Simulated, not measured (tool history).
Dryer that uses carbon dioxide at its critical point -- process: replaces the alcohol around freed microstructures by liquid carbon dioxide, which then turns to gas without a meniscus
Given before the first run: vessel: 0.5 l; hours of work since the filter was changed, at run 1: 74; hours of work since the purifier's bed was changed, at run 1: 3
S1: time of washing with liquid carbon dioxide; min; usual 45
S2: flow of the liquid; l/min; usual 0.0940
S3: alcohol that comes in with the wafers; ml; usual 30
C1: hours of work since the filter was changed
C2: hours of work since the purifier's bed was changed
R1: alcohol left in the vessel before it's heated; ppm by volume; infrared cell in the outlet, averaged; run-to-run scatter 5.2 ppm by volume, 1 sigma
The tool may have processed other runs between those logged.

run 1 hour=0.0 | S1=45 S2=0.0940 S3=30 | C1=74 C2=3 | R1=128
run 2 hour=12.4 | S1=45 S2=0.0940 S3=30 | C1=82 C2=11 | R1=135
run 3 hour=29.5 | S1=52 S2=0.0940 S3=30 | C1=92 C2=21 | R1=64
run 4 hour=43.7 | S1=52 S2=0.0940 S3=30 | C1=101 C2=30 | R1=68
run 5 hour=61.2 | S1=52 S2=0.0940 S3=30 | C1=111 C2=40 | R1=72
run 6 hour=77.0 | S1=45 S2=0.0940 S3=31 | C1=121 C2=50 | R1=168
run 7 hour=94.1 | S1=45 S2=0.0940 S3=30 | C1=131 C2=60 | R1=170
run 8 hour=107.7 | S1=45 S2=0.0645 S3=30 | C1=140 C2=69 | R1=1021
run 9 hour=123.7 | S1=45 S2=0.0645 S3=30 | C1=149 C2=78 | R1=1008
run 10 hour=135.9 | S1=45 S2=0.0645 S3=30 | C1=157 C2=86 | R1=1084
run 11 hour=146.6 | S1=45 S2=0.0645 S3=30 | C1=163 C2=92 | R1=1076
run 12 hour=158.8 | S1=45 S2=0.0645 S3=30 | C1=170 C2=100 | R1=1102
run 13 hour=172.6 | S1=45 S2=0.0940 S3=30 | C1=179 C2=108 | R1=199
run 14 hour=189.6 | S1=45 S2=0.0940 S3=30 | C1=189 C2=118 | R1=204
run 15 hour=208.7 | S1=45 S2=0.0940 S3=30 | C1=201 C2=130 | R1=230
run 16 hour=228.2 | S1=45 S2=0.0741 S3=30 | C1=213 C2=142 | R1=682
run 17 hour=245.9 | S1=45 S2=0.0741 S3=30 | C1=223 C2=152 | R1=700
run 18 hour=261.0 | S1=45 S2=0.0741 S3=30 | C1=232 C2=162 | R1=694
run 19 hour=281.4 | S1=45 S2=0.0940 S3=30 | C1=245 C2=174 | R1=266
run 20 hour=291.6 | S1=45 S2=0.0940 S3=30 | C1=251 C2=180 | R1=274
run 21 hour=301.1 | S1=45 S2=0.0646 S3=30 | C1=257 C2=186 | R1=1331
run 22 hour=309.4 | S1=45 S2=0.0646 S3=30 | C1=262 C2=191 | R1=1331
run 23 hour=326.9 | S1=45 S2=0.0940 S3=30 | C1=272 C2=202 | R1=309
run 24 hour=335.8 | S1=45 S2=0.0940 S3=30 | C1=278 C2=207 | R1=304
run 25 hour=347.2 | S1=71 S2=0.0940 S3=97 | C1=285 C2=214 | R1=104
run 26 hour=362.6 | S1=45 S2=0.0918 S3=21 | C1=294 C2=223 | R1=261
run 27 hour=380.2 | S1=45 S2=0.0918 S3=21 | C1=305 C2=234 | R1=281
run 28 hour=398.1 | S1=45 S2=0.0918 S3=21 | C1=316 C2=245 | R1=281
run 29 hour=417.0 | S1=43 S2=0.0726 S3=21 | C1=327 C2=256 | R1=854
run 30 hour=431.2 | S1=43 S2=0.0726 S3=21 | C1=336 C2=265 | R1=869
run 31 hour=441.2 | S1=36 S2=0.0624 S3=56 | C1=342 C2=271 | R1=6311
run 32 hour=452.9 | S1=46 S2=0.1592 S3=92 | C1=349 C2=278 | R1=120
run 33 hour=465.1 | S1=59 S2=0.0966 S3=49 | C1=356 C2=285 | R1=176
run 34 hour=481.7 | S1=45 S2=0.0644 S3=59 | C1=366 C2=295 | R1=3029
run 35 hour=501.7 | S1=27 S2=0.0617 S3=29 | C1=378 C2=308 | R1=7170
run 36 hour=521.5 | S1=27 S2=0.0617 S3=29 | C1=391 C2=320 | R1=7522
-- hour=531.2 inlet filter changed
run 37 hour=540.7 | S1=27 S2=0.0617 S3=29 | C1=6 C2=331 | R1=4918
run 38 hour=560.6 | S1=27 S2=0.0617 S3=29 | C1=18 C2=343 | R1=4942
run 39 hour=581.0 | S1=27 S2=0.0946 S3=30 | C1=30 C2=355 | R1=1491
run 40 hour=601.0 | S1=27 S2=0.0946 S3=30 | C1=42 C2=367 | R1=1480
run 41 hour=616.4 | S1=65 S2=0.0930 S3=30 | C1=52 C2=377 | R1=136
run 42 hour=629.1 | S1=38 S2=0.1309 S3=111 | C1=59 C2=384 | R1=279
run 43 hour=646.9 | S1=38 S2=0.1309 S3=111 | C1=70 C2=395 | R1=287
run 44 hour=659.6 | S1=38 S2=0.1309 S3=43 | C1=78 C2=403 | R1=203
run 45 hour=671.2 | S1=38 S2=0.1309 S3=43 | C1=85 C2=410 | R1=200
run 46 hour=679.9 | S1=48 S2=0.1309 S3=26 | C1=90 C2=415 | R1=148
run 47 hour=698.4 | S1=48 S2=0.1309 S3=26 | C1=101 C2=426 | R1=156
run 48 hour=718.0 | S1=48 S2=0.1309 S3=26 | C1=113 C2=438 | R1=167

Predict each of these 3 candidate next runs independently; none follows another, all start after run 48:
run A hour=731.0 | S1=42 S2=0.1569 S3=73 | C1=121 C2=446 | R1=?
run B hour=731.0 | S1=48 S2=0.1309 S3=26 | C1=121 C2=446 | R1=?
run C hour=731.0 | S1=48 S2=0.0686 S3=26 | C1=121 C2=446 | R1=?

run=A R1=167
run=B R1=169
run=C R1=638
What these runs would have given with no unlogged condition in the tool:
run=A R1=12
run=B R1=12
run=C R1=375

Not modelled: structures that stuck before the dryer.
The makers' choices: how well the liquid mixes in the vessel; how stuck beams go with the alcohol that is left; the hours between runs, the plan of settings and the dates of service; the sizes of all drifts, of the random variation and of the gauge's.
